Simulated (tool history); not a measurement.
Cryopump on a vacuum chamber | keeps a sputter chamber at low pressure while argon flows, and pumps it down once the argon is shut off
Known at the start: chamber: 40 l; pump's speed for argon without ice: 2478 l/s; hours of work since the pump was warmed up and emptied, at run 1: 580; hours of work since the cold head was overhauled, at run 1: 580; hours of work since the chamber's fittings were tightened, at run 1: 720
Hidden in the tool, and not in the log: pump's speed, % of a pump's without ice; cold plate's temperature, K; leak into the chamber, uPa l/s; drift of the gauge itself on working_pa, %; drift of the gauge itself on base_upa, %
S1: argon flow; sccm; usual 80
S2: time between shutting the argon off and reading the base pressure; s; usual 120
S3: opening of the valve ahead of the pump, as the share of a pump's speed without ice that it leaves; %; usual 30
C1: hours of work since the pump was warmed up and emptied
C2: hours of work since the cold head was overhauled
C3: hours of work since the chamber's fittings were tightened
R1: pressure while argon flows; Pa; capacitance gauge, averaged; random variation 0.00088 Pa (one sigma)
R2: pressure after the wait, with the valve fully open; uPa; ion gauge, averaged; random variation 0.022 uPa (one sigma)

run   hour  S1   S2  S3   C1   C2   C3      R1    R2
  1      0  80  120  30  580  580  720  0.2016   1.3
  2   14.5  80  120  30  590  590  730   0.202   1.3
  3   29.6  80  120  30  600  600  740  0.2035  1.28
  4   45.3  80  120  30  611  611  751  0.2019  1.33
  5   57.8  80  120  30  619  619  759  0.2034  1.37
  6   83.9  80  120  30  636  636  776  0.2044  1.38
  7   97.1  98  183  31  645  645  785  0.2458  1.24
  8    115  98  170  26  657  657  797  0.2878  1.25
  9  137.3  98  170  26  672  672  812  0.2881  1.28
     152.5  -- pump warmed up, emptied and cooled again
 10  153.2  80   45  30    0  679  819  0.1826  1.88
 11  170.1  84  175  59   12  691  831  0.0992  0.97
 12  181.1  84   34  36   19  698  838  0.1603  2.25

Hidden state or all else? Some run-to-run changes of R1, split into what the settings, what came in and random variation would give without the hidden state, and what is left for the hidden state (with any gauge scatter that isn't in both results):
Run 9 -> 10: S1 98 -> 80, S2 170 -> 45, S3 26 -> 30, pump warmed up, emptied and cooled again. R1 -0.1055 Pa: hidden state -0.0297, all else -0.0758.
